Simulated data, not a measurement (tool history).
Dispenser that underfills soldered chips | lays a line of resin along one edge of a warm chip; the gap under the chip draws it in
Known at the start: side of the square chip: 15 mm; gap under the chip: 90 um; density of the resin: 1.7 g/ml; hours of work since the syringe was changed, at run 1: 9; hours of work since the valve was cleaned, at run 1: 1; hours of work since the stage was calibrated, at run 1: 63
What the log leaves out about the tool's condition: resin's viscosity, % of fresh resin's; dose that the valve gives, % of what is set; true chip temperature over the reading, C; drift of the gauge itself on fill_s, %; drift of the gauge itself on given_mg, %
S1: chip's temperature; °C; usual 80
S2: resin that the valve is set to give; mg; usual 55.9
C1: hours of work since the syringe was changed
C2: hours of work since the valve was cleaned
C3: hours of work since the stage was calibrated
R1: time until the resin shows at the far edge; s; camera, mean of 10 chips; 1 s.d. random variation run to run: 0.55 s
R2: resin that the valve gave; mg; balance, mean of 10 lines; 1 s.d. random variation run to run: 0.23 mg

run	hour	S1	S2	C1	C2	C3	R1	R2
1	0	80	55.9	9	1	63	75.1	56.02
# hour 3.4: new syringe of resin
2	8.4	80	55.9	4	7	69	58.1	55.73
# hour 18.4: new syringe of resin
3	20.6	80	55.9	2	15	78	50.2	54.87
# hour 33.7: new syringe of resin
4	37.3	80	55.9	3	27	90	53.9	54.39
5	45.1	80	55.9	8	33	95	73.7	54.43
# hour 48.9: new syringe of resin
6	58.2	79	55.9	7	42	105	70.3	54.14
# hour 64.5: new syringe of resin
7	73.2	80	55.9	6	53	115	65.8	53.08
# hour 80.3: new syringe of resin
8	80.8	80	55.9	0	59	121	47.2	53.25
# hour 95.5: new syringe of resin
9	97.8	80	55.9	2	71	133	52.5	53.04
# hour 111.1: new syringe of resin
10	111.3	80	63.6	0	80	143	45.9	59.52
# hour 115: dispensing valve cleaned and set on the balance
11	123.8	80	68	9	6	151	73.5	67.86
# hour 127.3: new syringe of resin
12	136.9	80	68	7	16	160	67.9	67.29
# hour 142.8: new syringe of resin
13	153.2	73	53.9	8	27	172	89.7	53.04
# hour 157.8: new syringe of resin
14	162.5	76	62.2	3	34	179	62.7	60.85
15	171.7	87	69.5	10	41	185	63.5	67.76
# hour 173: new syringe of resin
16	186.8	68	70.5	10	52	196	122.7	67.56
# hour 188: new syringe of resin
17	197.4	68	70.5	7	59	204	102.8	67.71
# hour 203.3: new syringe of resin
18	204.8	72	53.8	1	64	209	68.1	50.94
19	216	72	53.8	9	72	217	106.4	50.59
# hour 218.5: new syringe of resin
# hour 230.9: dispensing valve cleaned and set on the balance
# hour 234.9: new syringe of resin
20	235.2	94	66.5	0	3	230	29.4	66.14
21	242.9	94	66.5	6	9	236	40.7	66.19

Each row is a separate what-if for the run after 21, all from the same tool condition, not one after another. Results?
# hour 249.7: new syringe of resin
A	257.8	90	59.3	6	19	246	?	?
# hour 249.7: new syringe of resin
B	257.8	90	61.8	6	19	246	?	?
# hour 249.7: new syringe of resin
C	257.8	81	58.2	6	19	246	?	?
# hour 249.7: new syringe of resin
D	257.8	94	58.9	6	19	246	?	?
# hour 249.7: new syringe of resin
E	257.8	69	55.9	6	19	246	?	?

run	R1	R2
A	46.4	58.19
B	46.6	60.61
C	62.7	57.57
D	41.5	58.39
E	97.3	54.65
Without the tool's unlogged condition, the same runs would have read:
run	R1	R2
A	32.8	59.24
B	33	61.71
C	44.2	58.62
D	29.5	59.45
E	68.4	55.65

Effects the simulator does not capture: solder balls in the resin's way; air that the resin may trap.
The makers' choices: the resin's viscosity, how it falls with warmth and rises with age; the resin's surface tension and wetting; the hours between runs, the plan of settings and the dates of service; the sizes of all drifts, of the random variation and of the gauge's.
